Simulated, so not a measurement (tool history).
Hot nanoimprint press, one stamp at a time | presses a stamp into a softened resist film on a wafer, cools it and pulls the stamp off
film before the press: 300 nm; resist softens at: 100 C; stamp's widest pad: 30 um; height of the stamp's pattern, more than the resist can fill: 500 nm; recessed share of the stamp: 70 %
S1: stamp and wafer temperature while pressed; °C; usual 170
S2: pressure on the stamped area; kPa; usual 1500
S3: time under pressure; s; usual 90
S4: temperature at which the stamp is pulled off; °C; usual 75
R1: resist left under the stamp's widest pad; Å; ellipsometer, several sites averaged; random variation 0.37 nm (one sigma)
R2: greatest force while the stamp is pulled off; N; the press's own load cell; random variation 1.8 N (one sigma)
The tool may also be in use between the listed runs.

Run 1, hour 0.0: usual settings. Result: R1 1758 Å, R2 189 N.
Run 2, hour 29.4: usual settings. Result: R1 1758 Å, R2 195 N.
Run 3, hour 57.4: usual settings but S1 160 °C. Result: R1 2389 Å, R2 191 N.
Run 4, hour 79.9: usual settings but S1 160 °C. Result: R1 2399 Å, R2 195 N.
Run 5, hour 108.1: usual settings but S1 160 °C, S2 1170 kPa. Result: R1 2508 Å, R2 192 N.
Run 6, hour 121.8: usual settings but S2 1880 kPa. Result: R1 1631 Å, R2 194 N.
Run 7, hour 141.9: usual settings but S2 1880 kPa. Result: R1 1631 Å, R2 194 N.
Run 8, hour 169.9: usual settings but S2 1880 kPa, S3 77 s. Result: R1 1723 Å, R2 199 N.
Run 9, hour 183.5: usual settings but S2 1880 kPa, S3 77 s. Result: R1 1719 Å, R2 197 N.
At hour 193.3: press's hydraulic seals changed and the load cell set to zero.
Run 10, hour 207.0: usual settings but S2 1880 kPa, S3 77 s. Result: R1 1692 Å, R2 199 N.
Run 11, hour 225.3: usual settings but S2 1880 kPa, S3 77 s. Result: R1 1697 Å, R2 195 N.
At hour 229.7: plate thermocouple calibrated.
Run 12, hour 256.8: usual settings but S4 61 °C. Result: R1 1776 Å, R2 247 N.
Run 13, hour 285.1: usual settings but S1 182 °C. Result: R1 1122 Å, R2 200 N.
Run 14, hour 314.3: usual settings but S1 182 °C. Result: R1 1127 Å, R2 199 N.
Run 15, hour 328.4: usual settings but S1 182 °C. Result: R1 1126 Å, R2 203 N.
At hour 337.7: plate thermocouple calibrated, once more.
Run 16, hour 352.0: usual settings but S2 1100 kPa. Result: R1 1954 Å, R2 207 N.
Run 17, hour 382.8: usual settings but S2 1100 kPa, S4 65 °C. Result: R1 1953 Å, R2 237 N.
Run 18, hour 410.2: usual settings but S4 70 °C. Result: R1 1750 Å, R2 223 N.
Run 19, hour 438.3: usual settings but S1 171 °C, S2 1590 kPa, S3 66 s, S4 65 °C. Result: R1 1828 Å, R2 242 N.
Run 20, hour 465.4: usual settings but S1 163 °C, S2 1230 kPa, S3 49 s, S4 72 °C. Result: R1 2566 Å, R2 215 N.
Run 21, hour 488.5: usual settings but S2 2110 kPa, S4 80 °C. Result: R1 1547 Å, R2 189 N.
Run 22, hour 509.6: usual settings but S3 67 s, S4 63 °C. Result: R1 1925 Å, R2 253 N.
Run 23, hour 522.4: usual settings but S3 67 s, S4 63 °C. Result: R1 1930 Å, R2 251 N.
Run 24, hour 548.8: usual settings but S3 67 s, S4 63 °C. Result: R1 1935 Å, R2 252 N.
Run 25, hour 565.1: usual settings but S3 67 s, S4 63 °C. Result: R1 1936 Å, R2 253 N.
Run 26, hour 594.4: usual settings but S1 179 °C, S3 59 s, S4 63 °C. Result: R1 1484 Å, R2 254 N.
Run 27, hour 619.0: usual settings but S1 179 °C, S3 59 s, S4 63 °C. Result: R1 1485 Å, R2 259 N.
Run 28, hour 647.3: usual settings but S1 179 °C, S3 75 s, S4 73 °C. Result: R1 1363 Å, R2 223 N.
Run 29, hour 660.1: usual settings but S1 179 °C, S3 75 s, S4 80 °C. Result: R1 1363 Å, R2 201 N.
At hour 688.0: stamp cleaned and given a new release coat.
Run 30, hour 693.6: usual settings but S1 176 °C, S3 77 s, S4 70 °C. Result: R1 1510 Å, R2 199 N.

Forecast each of these 4 alternatives for the next run:
Run A, hour 723.0: usual settings but S1 176 °C, S3 91 s, S4 70 °C. Result: R1 ?, R2 ?.
Run B, hour 723.0: usual settings but S2 910 kPa, S4 69 °C. Result: R1 ?, R2 ?.
Run C, hour 723.0: usual settings but S1 180 °C, S3 52 s, S4 74 °C. Result: R1 ?, R2 ?.
Run D, hour 723.0: usual settings but S1 177 °C, S3 77 s, S4 67 °C. Result: R1 ?, R2 ?.

run    R1   R2
  A  1429  195
  B  2104  200
  C  1508  185
  D  1459  203
Without the tool's hidden state the same runs would have given:
run    R1   R2
  A  1378  192
  B  2056  197
  C  1457  182
  D  1408  200
